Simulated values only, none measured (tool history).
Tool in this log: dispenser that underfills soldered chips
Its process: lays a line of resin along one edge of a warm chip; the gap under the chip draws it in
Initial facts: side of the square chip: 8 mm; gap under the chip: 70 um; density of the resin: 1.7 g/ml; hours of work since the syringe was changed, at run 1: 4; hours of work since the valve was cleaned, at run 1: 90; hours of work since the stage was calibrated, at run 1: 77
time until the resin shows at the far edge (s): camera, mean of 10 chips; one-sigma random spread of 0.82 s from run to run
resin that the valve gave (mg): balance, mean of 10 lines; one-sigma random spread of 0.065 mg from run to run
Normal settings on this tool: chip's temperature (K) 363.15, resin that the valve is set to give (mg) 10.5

| run | hour | chip's temperature (K) | resin that the valve is set to give (mg) | hours of work since the syringe was changed | hours of work since the valve was cleaned | hours of work since the stage was calibrated | time until the resin shows at the far edge (s) | resin that the valve gave (mg) |
|---|---|---|---|---|---|---|---|---|
| 1 | 0 | 363.15 | 10.5 | 4 | 90 | 77 | 107.6 | 9.74 |
|  | 2.8 | new syringe of resin |
| 2 | 8.5 | 363.15 | 10.5 | 4 | 96 | 82 | 105.5 | 9.65 |
|  | 11.6 | new syringe of resin |
| 3 | 16.2 | 363.15 | 10.5 | 3 | 100 | 87 | 98.9 | 9.48 |
|  | 20.3 | new syringe of resin |
| 4 | 20.7 | 363.15 | 10.5 | 0 | 103 | 90 | 78.2 | 9.5 |
|  | 29.4 | new syringe of resin |
| 5 | 29.4 | 363.15 | 10.5 | 0 | 108 | 95 | 79.5 | 9.49 |
| 6 | 34.3 | 363.15 | 10.5 | 3 | 112 | 98 | 102 | 9.43 |
|  | 38.4 | new syringe of resin |
| 7 | 42.6 | 363.15 | 10.5 | 3 | 117 | 103 | 99.7 | 9.42 |
|  | 47.3 | new syringe of resin |
| 8 | 51.7 | 363.15 | 10.5 | 3 | 122 | 109 | 99.4 | 9.38 |
|  | 54.2 | dispensing valve cleaned and set on the balance |
|  | 57.5 | new syringe of resin |
| 9 | 58.1 | 363.15 | 10.5 | 0 | 2 | 112 | 78.9 | 10.47 |
| 10 | 62.2 | 363.15 | 10.5 | 3 | 5 | 115 | 98.7 | 10.46 |
|  | 66.6 | new syringe of resin |
| 11 | 69.8 | 363.15 | 10.3 | 2 | 10 | 120 | 88.6 | 10.27 |
| 12 | 74.5 | 363.15 | 10.3 | 5 | 13 | 123 | 115.5 | 10.11 |
|  | 75.7 | new syringe of resin |
| 13 | 79.5 | 363.15 | 12.2 | 2 | 16 | 126 | 91.1 | 12.19 |
| 14 | 83.7 | 363.15 | 12.2 | 5 | 18 | 128 | 114.8 | 12.16 |
|  | 84.7 | new syringe of resin |
| 15 | 92.5 | 363.15 | 11.4 | 5 | 24 | 134 | 114.7 | 11.18 |
|  | 93.7 | new syringe of resin |
| 16 | 101 | 363.15 | 11.4 | 5 | 29 | 139 | 108.8 | 11.09 |
|  | 103.2 | new syringe of resin |
| 17 | 110.2 | 363.15 | 11.4 | 4 | 35 | 145 | 109.6 | 10.98 |
|  | 112.6 | new syringe of resin |
| 18 | 115.8 | 363.15 | 11.4 | 2 | 38 | 148 | 87.6 | 11.04 |
|  | 121.3 | new syringe of resin |
| 19 | 122.6 | 363.15 | 10.7 | 1 | 42 | 152 | 81.8 | 10.26 |
| 20 | 128 | 365.15 | 10.3 | 4 | 46 | 156 | 102.2 | 9.93 |
|  | 130.1 | new syringe of resin |
| 21 | 137.1 | 365.15 | 10.3 | 4 | 51 | 161 | 104.8 | 9.81 |
|  | 139.3 | new syringe of resin |
| 22 | 142.6 | 365.15 | 10.3 | 2 | 55 | 165 | 85.6 | 9.84 |
|  | 147.9 | new syringe of resin |
| 23 | 150.6 | 365.15 | 10.3 | 2 | 59 | 169 | 82.5 | 9.88 |
|  | 157 | new syringe of resin |
| 24 | 157.5 | 355.15 | 10.7 | 0 | 64 | 174 | 108.8 | 10.2 |
| 25 | 164.4 | 366.15 | 10.5 | 5 | 68 | 178 | 100 | 9.89 |
|  | 166.3 | new syringe of resin |
| 26 | 169.1 | 358.15 | 12.1 | 2 | 71 | 181 | 104.7 | 11.47 |
|  | 175.2 | new syringe of resin |
| 27 | 175.8 | 372.15 | 10.4 | 0 | 75 | 185 | 56.5 | 9.79 |
| 28 | 181 | 371.15 | 13.6 | 4 | 78 | 188 | 74.7 | 12.74 |
|  | 184 | new syringe of resin |
| 29 | 188.2 | 351.15 | 10.5 | 3 | 83 | 193 | 155.5 | 9.81 |
|  | 193.4 | new syringe of resin |
| 30 | 197.7 | 351.15 | 10.5 | 3 | 89 | 199 | 155.7 | 9.64 |
| 31 | 201.7 | 364.15 | 9.7 | 5 | 91 | 201 | 119.3 | 9.05 |
|  | 202.6 | new syringe of resin |
| 32 | 208.2 | 368.15 | 10.7 | 4 | 95 | 205 | 85.1 | 9.9 |
|  | 211.4 | new syringe of resin |
| 33 | 214 | 373.15 | 9.2 | 2 | 99 | 209 | 64.6 | 8.42 |
| 34 | 218.6 | 373.15 | 9.2 | 5 | 102 | 212 | 82.1 | 8.42 |
|  | 220.2 | new syringe of resin |
| 35 | 226.7 | 373.15 | 9.2 | 4 | 107 | 217 | 79.9 | 8.41 |

Hidden condition of the tool, last listed run before each entry between runs versus first listed run after:
In the gap between runs 1 and 2: new syringe of resin (hour 2.8)
  resin's viscosity, % of fresh resin's: 137.4 -> 135.2; dose that the valve gives, % of what is set: 92.01 -> 91.59; true chip temperature over the reading, C: 0.17 -> 0.18
  measured minus no-state result, time until the resin shows at the far edge (s): +30.6 -> +28.8; resin that the valve gave (mg): -0.84 -> -0.89
In the gap between runs 2 and 3: new syringe of resin (hour 11.6)
  resin's viscosity, % of fresh resin's: 135.2 -> 127.3; dose that the valve gives, % of what is set: 91.59 -> 91.19; true chip temperature over the reading, C: 0.18 -> 0.19
  measured minus no-state result, time until the resin shows at the far edge (s): +28.8 -> +22.6; resin that the valve gave (mg): -0.89 -> -0.91
In the gap between runs 3 and 4: new syringe of resin (hour 20.3)
  resin's viscosity, % of fresh resin's: 127.3 -> 99.8; dose that the valve gives, % of what is set: 91.19 -> 90.97; true chip temperature over the reading, C: 0.19 -> 0.2
  measured minus no-state result, time until the resin shows at the far edge (s): +22.6 -> +1.3; resin that the valve gave (mg): -0.91 -> -0.95
In the gap between runs 4 and 5: new syringe of resin (hour 29.4)
  resin's viscosity, % of fresh resin's: 99.8 -> 99.6; dose that the valve gives, % of what is set: 90.97 -> 90.52; true chip temperature over the reading, C: 0.2 -> 0.21
  measured minus no-state result, time until the resin shows at the far edge (s): +1.3 -> +1.2; resin that the valve gave (mg): -0.95 -> -1.01
In the gap between runs 6 and 7: new syringe of resin (hour 38.4)
  resin's viscosity, % of fresh resin's: 130 -> 127.2; dose that the valve gives, % of what is set: 90.27 -> 89.83; true chip temperature over the reading, C: 0.21 -> 0.22
  measured minus no-state result, time until the resin shows at the far edge (s): +25.2 -> +23.1; resin that the valve gave (mg): -1.02 -> -1.07
In the gap between runs 7 and 8: new syringe of resin (hour 47.3)
  resin's viscosity, % of fresh resin's: 127.2 -> 126.1; dose that the valve gives, % of what is set: 89.83 -> 89.32; true chip temperature over the reading, C: 0.22 -> 0.24
  measured minus no-state result, time until the resin shows at the far edge (s): +23.1 -> +22.5; resin that the valve gave (mg): -1.07 -> -1.12
In the gap between runs 8 and 9: dispensing valve cleaned and set on the balance (hour 54.2); new syringe of resin (hour 57.5)
  resin's viscosity, % of fresh resin's: 126.1 -> 103.4; dose that the valve gives, % of what is set: 89.32 -> 100.08
  measured minus no-state result, time until the resin shows at the far edge (s): +22.5 -> +1.8; resin that the valve gave (mg): -1.12 -> +0.01
In the gap between runs 10 and 11: new syringe of resin (hour 66.6)
  resin's viscosity, % of fresh resin's: 128.8 -> 118.2; dose that the valve gives, % of what is set: 99.86 -> 99.45; true chip temperature over the reading, C: 0.25 -> 0.26
  measured minus no-state result, time until the resin shows at the far edge (s): +21.4 -> +12.9; resin that the valve gave (mg): -0.01 -> -0.06
In the gap between runs 12 and 13: new syringe of resin (hour 75.7)
  resin's viscosity, % of fresh resin's: 152.2 -> 122.5; dose that the valve gives, % of what is set: 99.2 -> 98.93; true chip temperature over the reading, C: 0.26 -> 0.27
  measured minus no-state result, time until the resin shows at the far edge (s): +39 -> +16; resin that the valve gave (mg): -0.09 -> -0.13
In the gap between runs 14 and 15: new syringe of resin (hour 84.7)
  resin's viscosity, % of fresh resin's: 154.1 -> 153; dose that the valve gives, % of what is set: 98.71 -> 98.26; true chip temperature over the reading, C: 0.27 -> 0.29
  measured minus no-state result, time until the resin shows at the far edge (s): +39.8 -> +39; resin that the valve gave (mg): -0.16 -> -0.2
In the gap between runs 15 and 16: new syringe of resin (hour 93.7)
  resin's viscosity, % of fresh resin's: 153 -> 146.7; dose that the valve gives, % of what is set: 98.26 -> 97.81; true chip temperature over the reading, C: 0.29 -> 0.3
  measured minus no-state result, time until the resin shows at the far edge (s): +39 -> +34.1; resin that the valve gave (mg): -0.2 -> -0.25
In the gap between runs 16 and 17: new syringe of resin (hour 103.2)
  resin's viscosity, % of fresh resin's: 146.7 -> 147.7; dose that the valve gives, % of what is set: 97.81 -> 97.32; true chip temperature over the reading, C: 0.3 -> 0.31
  measured minus no-state result, time until the resin shows at the far edge (s): +34.1 -> +34.9; resin that the valve gave (mg): -0.25 -> -0.31
In the gap between runs 17 and 18: new syringe of resin (hour 112.6)
  resin's viscosity, % of fresh resin's: 147.7 -> 118.2; dose that the valve gives, % of what is set: 97.32 -> 97.01; true chip temperature over the reading, C: 0.31 -> 0.32
  measured minus no-state result, time until the resin shows at the far edge (s): +34.9 -> +13; resin that the valve gave (mg): -0.31 -> -0.35
In the gap between runs 18 and 19: new syringe of resin (hour 121.3)
  resin's viscosity, % of fresh resin's: 118.2 -> 107.9; dose that the valve gives, % of what is set: 97.01 -> 96.69; true chip temperature over the reading, C: 0.32 -> 0.33
  measured minus no-state result, time until the resin shows at the far edge (s): +13 -> +5.7; resin that the valve gave (mg): -0.35 -> -0.35
In the gap between runs 20 and 21: new syringe of resin (hour 130.1)
  resin's viscosity, % of fresh resin's: 143.9 -> 147.7; dose that the valve gives, % of what is set: 96.41 -> 95.9; true chip temperature over the reading, C: 0.33 -> 0.34
  measured minus no-state result, time until the resin shows at the far edge (s): +31 -> +33.6; resin that the valve gave (mg): -0.37 -> -0.43
In the gap between runs 21 and 22: new syringe of resin (hour 139.3)
  resin's viscosity, % of fresh resin's: 147.7 -> 120.5; dose that the valve gives, % of what is set: 95.9 -> 95.58; true chip temperature over the reading, C: 0.34 -> 0.35
  measured minus no-state result, time until the resin shows at the far edge (s): +33.6 -> +14.4; resin that the valve gave (mg): -0.43 -> -0.46
In the gap between runs 22 and 23: new syringe of resin (hour 147.9)
  resin's viscosity, % of fresh resin's: 120.5 -> 114.7; dose that the valve gives, % of what is set: 95.58 -> 95.17; true chip temperature over the reading, C: 0.35 -> 0.36
  measured minus no-state result, time until the resin shows at the far edge (s): +14.4 -> +10.5; resin that the valve gave (mg): -0.46 -> -0.5
In the gap between runs 23 and 24: new syringe of resin (hour 157)
  resin's viscosity, % of fresh resin's: 114.7 -> 102.1; dose that the valve gives, % of what is set: 95.17 -> 94.83; true chip temperature over the reading, C: 0.36 -> 0.37
  measured minus no-state result, time until the resin shows at the far edge (s): +10.5 -> +1.9; resin that the valve gave (mg): -0.5 -> -0.56
In the gap between runs 25 and 26: new syringe of resin (hour 166.3)
  resin's viscosity, % of fresh resin's: 148.1 -> 116.3; dose that the valve gives, % of what is set: 94.47 -> 94.26
  measured minus no-state result, time until the resin shows at the far edge (s): +32.5 -> +14.1; resin that the valve gave (mg): -0.57 -> -0.7
In the gap between runs 26 and 27: new syringe of resin (hour 175.2)
  resin's viscosity, % of fresh resin's: 116.3 -> 103.9; dose that the valve gives, % of what is set: 94.26 -> 93.95; true chip temperature over the reading, C: 0.38 -> 0.39
  measured minus no-state result, time until the resin shows at the far edge (s): +14.1 -> +2.2; resin that the valve gave (mg): -0.7 -> -0.63
In the gap between runs 28 and 29: new syringe of resin (hour 184)
  resin's viscosity, % of fresh resin's: 136.9 -> 122.6; dose that the valve gives, % of what is set: 93.7 -> 93.35; true chip temperature over the reading, C: 0.4 -> 0.41
  measured minus no-state result, time until the resin shows at the far edge (s): +19.6 -> +28.8; resin that the valve gave (mg): -0.86 -> -0.7
In the gap between runs 29 and 30: new syringe of resin (hour 193.4)
  resin's viscosity, % of fresh resin's: 122.6 -> 125.2; dose that the valve gives, % of what is set: 93.35 -> 92.86; true chip temperature over the reading, C: 0.41 -> 0.42
  measured minus no-state result, time until the resin shows at the far edge (s): +28.8 -> +31.7; resin that the valve gave (mg): -0.7 -> -0.75
In the gap between runs 31 and 32: new syringe of resin (hour 202.6)
  resin's viscosity, % of fresh resin's: 154.9 -> 133.7; dose that the valve gives, % of what is set: 92.63 -> 92.28
  measured minus no-state result, time until the resin shows at the far edge (s): +43.3 -> +21.7; resin that the valve gave (mg): -0.72 -> -0.83
In the gap between runs 32 and 33: new syringe of resin (hour 211.4)
  resin's viscosity, % of fresh resin's: 133.7 -> 115.6; dose that the valve gives, % of what is set: 92.28 -> 91.98; true chip temperature over the reading, C: 0.43 -> 0.44
  measured minus no-state result, time until the resin shows at the far edge (s): +21.7 -> +9.9; resin that the valve gave (mg): -0.83 -> -0.73
In the gap between runs 34 and 35: new syringe of resin (hour 220.2)
  resin's viscosity, % of fresh resin's: 147.7 -> 143.4; dose that the valve gives, % of what is set: 91.73 -> 91.32; true chip temperature over the reading, C: 0.45 -> 0.46
  measured minus no-state result, time until the resin shows at the far edge (s): +27.7 -> +25.6; resin that the valve gave (mg): -0.76 -> -0.8

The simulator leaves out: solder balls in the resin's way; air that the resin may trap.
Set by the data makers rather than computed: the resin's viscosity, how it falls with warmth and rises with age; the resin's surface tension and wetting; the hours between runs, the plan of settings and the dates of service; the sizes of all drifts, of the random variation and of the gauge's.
